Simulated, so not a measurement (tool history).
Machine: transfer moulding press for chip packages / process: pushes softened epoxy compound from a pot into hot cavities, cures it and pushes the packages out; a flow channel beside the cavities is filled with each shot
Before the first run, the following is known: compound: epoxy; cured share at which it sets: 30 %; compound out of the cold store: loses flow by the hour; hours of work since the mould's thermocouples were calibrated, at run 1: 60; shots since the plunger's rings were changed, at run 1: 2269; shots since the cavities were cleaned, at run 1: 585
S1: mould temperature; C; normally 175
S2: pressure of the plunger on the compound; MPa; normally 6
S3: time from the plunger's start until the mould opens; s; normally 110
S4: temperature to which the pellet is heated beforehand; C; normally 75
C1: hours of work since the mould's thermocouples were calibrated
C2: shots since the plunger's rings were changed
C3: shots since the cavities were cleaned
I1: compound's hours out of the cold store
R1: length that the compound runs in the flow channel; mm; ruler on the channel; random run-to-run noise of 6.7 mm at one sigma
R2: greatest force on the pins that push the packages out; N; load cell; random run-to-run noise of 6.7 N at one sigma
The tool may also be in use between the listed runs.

Run 1, hour 0: usual settings; C1 60; C2 2269; C3 585; I1 21.6. Result: R1 980 mm, R2 258 N.
At hour 24.8: cavities cleaned with cleaning compound and waxed.
Run 2, hour 51.7: usual settings; C1 98; C2 2909; C3 344; I1 26.1. Result: R1 964 mm, R2 268 N.
At hour 74.1: plunger's sealing rings changed.
Run 3, hour 90.2: usual settings; C1 125; C2 206; C3 802; I1 33.7. Result: R1 937 mm, R2 263 N.
At hour 98.2: cavities cleaned with cleaning compound and waxed.
Run 4, hour 134.8: usual settings; C1 158; C2 754; C3 466; I1 26.6. Result: R1 973 mm, R2 268 N.
At hour 167.9: cavities cleaned with cleaning compound and waxed.
Run 5, hour 194.5: usual settings; C1 202; C2 1495; C3 338; I1 30. Result: R1 943 mm, R2 270 N.
At hour 241.5: cavities cleaned with cleaning compound and waxed.
Run 6, hour 260.7: usual settings but S2 4.73 MPa; C1 251; C2 2319; C3 244; I1 44.9. Result: R1 795 mm, R2 258 N.
At hour 309.5: cavities cleaned with cleaning compound and waxed.
Run 7, hour 309.5: usual settings but S2 4.73 MPa; C1 287; C2 2921; C3 0; I1 20.4. Result: R1 862 mm, R2 269 N.
At hour 332.6: plunger's sealing rings changed.
Run 8, hour 363.8: usual settings but S3 99 s; C1 326; C2 397; C3 660; I1 26.4. Result: R1 962 mm, R2 331 N.
At hour 379.8: cavities cleaned with cleaning compound and waxed.
Run 9, hour 411.6: usual settings but S3 99 s; C1 361; C2 987; C3 405; I1 39.1. Result: R1 910 mm, R2 316 N.
At hour 447.6: cavities cleaned with cleaning compound and waxed.
At hour 461.1: mould's thermocouples calibrated.
Run 10, hour 461.1: usual settings but S3 99 s; C1 0; C2 1572; C3 146; I1 15.5. Result: R1 1005 mm, R2 336 N.
Run 11, hour 512.8: usual settings but S3 99 s; C1 39; C2 2230; C3 804; I1 8.3. Result: R1 1036 mm, R2 341 N.
At hour 519: cavities cleaned with cleaning compound and waxed.
Run 12, hour 548.6: usual settings but S3 99 s; C1 65; C2 2667; C3 376; I1 27.5. Result: R1 965 mm, R2 331 N.
At hour 588.8: plunger's sealing rings changed.
At hour 590.3: cavities cleaned with cleaning compound and waxed.
Run 13, hour 609: usual settings; C1 108; C2 237; C3 237; I1 8.3. Result: R1 1036 mm, R2 281 N.
At hour 659.8: cavities cleaned with cleaning compound and waxed.
Run 14, hour 678.5: usual settings but S1 176 C, S2 6.15 MPa, S3 123 s, S4 72 C; C1 160; C2 1103; C3 237; I1 28.6. Result: R1 964 mm, R2 230 N.
Run 15, hour 712.2: usual settings but S1 174 C, S2 7.17 MPa; C1 185; C2 1533; C3 667; I1 30. Result: R1 1041 mm, R2 274 N.
At hour 728.6: cavities cleaned with cleaning compound and waxed.
Run 16, hour 781.3: usual settings but S1 177 C; C1 236; C2 2393; C3 671; I1 20.6. Result: R1 971 mm, R2 245 N.
At hour 796.8: cavities cleaned with cleaning compound and waxed.
Run 17, hour 826.7: usual settings but S1 168 C, S4 78 C; C1 270; C2 2952; C3 380; I1 18.6. Result: R1 1013 mm, R2 409 N.

Estimate the outcome of run 18 from the log above:
At hour 846.3: plunger's sealing rings changed.
At hour 868.2: cavities cleaned with cleaning compound and waxed.
Run 18, hour 875.4: usual settings but S1 168 C, S4 78 C; C1 304; C2 352; C3 92; I1 30.2. Result: R1 ?, R2 ?.

R1: 957 mm
R2: 385 N
If the tool had no hidden condition, the same run with the same run-to-run variation would have returned R1 957 mm, R2 384 N.
